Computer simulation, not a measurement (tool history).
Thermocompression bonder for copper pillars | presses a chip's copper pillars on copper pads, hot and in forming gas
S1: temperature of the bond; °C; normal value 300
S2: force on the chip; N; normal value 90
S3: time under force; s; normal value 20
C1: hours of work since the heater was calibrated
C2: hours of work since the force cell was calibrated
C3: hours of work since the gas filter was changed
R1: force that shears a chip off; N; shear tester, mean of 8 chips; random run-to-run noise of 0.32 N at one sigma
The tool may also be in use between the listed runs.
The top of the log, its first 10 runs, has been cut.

run 11 hour=85 | S1=300 S2=90 S3=33 | C1=681 C2=311 C3=14 | R1=64.2
run 12 hour=92.7 | S1=300 S2=90 S3=33 | C1=686 C2=315 C3=19 | R1=63.6
run 13 hour=103.5 | S1=300 S2=90 S3=33 | C1=693 C2=322 C3=25 | R1=64.4
-- hour=106.4 heater calibrated with a thermocouple chip
run 14 hour=113.3 | S1=292 S2=90 S3=33 | C1=4 C2=327 C3=30 | R1=56.7
run 15 hour=119 | S1=312 S2=90 S3=20 | C1=8 C2=330 C3=34 | R1=59.2
run 16 hour=124.9 | S1=300 S2=90 S3=20 | C1=11 C2=334 C3=37 | R1=51.9
run 17 hour=132.2 | S1=300 S2=90 S3=20 | C1=16 C2=338 C3=42 | R1=51.6
run 18 hour=141.3 | S1=300 S2=90 S3=33 | C1=21 C2=344 C3=47 | R1=62
-- hour=145 heater calibrated with a thermocouple chip, once more
run 19 hour=148.3 | S1=300 S2=90 S3=33 | C1=2 C2=347 C3=50 | R1=67.8
run 20 hour=154.4 | S1=300 S2=90 S3=20 | C1=6 C2=351 C3=54 | R1=57.2
run 21 hour=164.1 | S1=300 S2=90 S3=17 | C1=12 C2=356 C3=60 | R1=53.8
run 22 hour=171.8 | S1=300 S2=90 S3=17 | C1=16 C2=361 C3=65 | R1=54.2
run 23 hour=181.5 | S1=326 S2=90 S3=12 | C1=22 C2=367 C3=71 | R1=62.4
run 24 hour=189.2 | S1=326 S2=90 S3=12 | C1=27 C2=372 C3=75 | R1=62.2
run 25 hour=195 | S1=326 S2=90 S3=12 | C1=31 C2=375 C3=79 | R1=61.5
run 26 hour=206.8 | S1=287 S2=79 S3=17 | C1=38 C2=383 C3=86 | R1=42.2

Run 27 comes next. What will it give?
run 27 hour=213.8 | S1=300 S2=90 S3=14 | C1=42 C2=387 C3=90 | R1=?

R1: 50.1 N
With the hidden condition absent and the run-to-run variation left alone, this run would have shown R1 50.8 N.

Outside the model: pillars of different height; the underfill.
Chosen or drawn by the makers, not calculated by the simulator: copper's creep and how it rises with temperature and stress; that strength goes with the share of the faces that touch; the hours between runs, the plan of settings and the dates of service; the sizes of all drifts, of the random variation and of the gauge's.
